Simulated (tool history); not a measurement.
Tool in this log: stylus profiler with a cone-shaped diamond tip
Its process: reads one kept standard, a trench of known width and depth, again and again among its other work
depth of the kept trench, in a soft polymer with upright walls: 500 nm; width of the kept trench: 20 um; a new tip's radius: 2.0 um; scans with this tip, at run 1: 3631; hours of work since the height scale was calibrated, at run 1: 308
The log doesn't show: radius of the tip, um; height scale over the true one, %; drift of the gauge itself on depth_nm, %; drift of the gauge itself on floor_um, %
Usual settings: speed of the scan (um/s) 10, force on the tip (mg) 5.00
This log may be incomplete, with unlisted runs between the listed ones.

run	hour	speed of the scan (um/s)	force on the tip (mg)	scans with this tip	hours of work since the height scale was calibrated	depth of the trench (Å)	width of the trench's floor (nm)
1	0.0	10	5.00	3631	308	5147.1	17120
2	60.1	10	5.00	4014	340	5146.6	17110
3	105.9	10	5.00	4307	365	5151.4	17100
4	139.7	10	8.52	4522	383	5210.1	17090
5	173.1	10	8.52	4735	401	5211.0	17080
6	228.2	33	5.00	5087	431	5150.8	16930
7	270.1	10	5.00	5354	454	5153.1	17040
8	297.8	10	5.00	5531	469	5152.8	16990
9	360.7	10	5.00	5932	503	5153.0	16980
10	411.1	10	5.00	6254	530	5152.8	16960
11	446.3	11	5.00	6478	549	5155.0	16970
12	485.7	11	5.00	6730	570	5154.1	16970
13	533.1	30	5.00	7032	596	5157.8	16830
14	583.8	10	5.00	7356	623	5157.2	16920
15	636.5	5	5.00	7692	652	5160.3	16940
16	698.0	5	5.00	8085	685	5158.4	16930
17	762.4	5	5.00	8496	720	5158.4	16910
18	814.6	5	5.00	8829	748	5161.3	16900
19	874.9	5	5.00	9214	781	5160.3	16860
20	937.4	5	5.00	9612	814	5160.1	16850
# hour 942.2: height scale calibrated on a step standard
21	966.7	5	5.00	9796	13	5166.0	16840
22	1005.3	10	1.94	10043	34	5100.6	16750
23	1058.0	10	1.94	10379	63	5101.0	16760
24	1095.5	2	6.99	10618	83	5202.9	16820
25	1140.1	4	6.99	10903	107	5201.9	16820
26	1180.0	18	3.76	11157	129	5144.3	16680
27	1235.1	18	3.76	11509	158	5147.6	16670
# hour 1270.1: height scale calibrated on a step standard, once more
28	1282.2	6	4.82	11806	7	5138.7	16720
29	1345.6	6	4.82	12211	41	5137.1	16770
30	1394.5	11	4.82	12523	67	5141.9	16680
31	1450.1	11	4.82	12878	97	5139.3	16660
32	1502.8	28	3.42	13215	126	5111.6	16570
33	1536.0	9	2.45	13426	144	5091.4	16600
34	1590.5	10	2.45	13774	173	5090.2	16620
35	1645.2	10	2.45	14123	203	5091.5	16570
36	1701.5	10	2.45	14482	233	5091.4	16560
37	1757.4	10	4.51	14839	263	5135.4	16530
38	1793.6	17	2.02	15070	283	5085.6	16480
39	1824.1	11	4.40	15264	299	5136.8	16500
40	1881.2	10	6.66	15629	330	5180.2	16550
41	1920.9	6	4.49	15882	352	5140.8	16570
42	1982.3	6	4.49	16274	385	5139.6	16540
43	2032.3	5	2.61	16593	412	5103.0	16520
44	2084.5	2	8.26	16926	440	5206.4	16590
45	2128.3	18	2.23	17206	464	5092.9	16470

What would each run have given without the hidden state, its run-to-run variation left as it was?
run	depth of the trench (Å)	width of the trench's floor (nm)
1	5138.4	17320
2	5137.1	17330
3	5141.2	17340
4	5199.3	17340
5	5199.7	17340
6	5139.0	17210
7	5140.6	17320
8	5139.9	17280
9	5139.2	17300
10	5138.3	17290
11	5139.9	17320
12	5138.5	17330
13	5141.5	17190
14	5140.2	17300
15	5142.5	17340
16	5139.8	17340
17	5139.0	17350
18	5141.0	17360
19	5139.2	17330
20	5138.1	17330
21	5139.9	17340
22	5074.3	17260
23	5074.0	17290
24	5174.8	17360
25	5173.3	17370
26	5115.4	17240
27	5117.9	17240
28	5137.5	17310
29	5134.9	17370
30	5139.0	17300
31	5135.7	17300
32	5107.3	17220
33	5086.7	17260
34	5084.7	17290
35	5085.2	17250
36	5084.3	17270
37	5127.6	17250
38	5077.3	17220
39	5128.0	17240
40	5170.6	17310
41	5130.6	17340
42	5128.6	17320
43	5091.3	17310
44	5193.9	17400
45	5080.0	17290
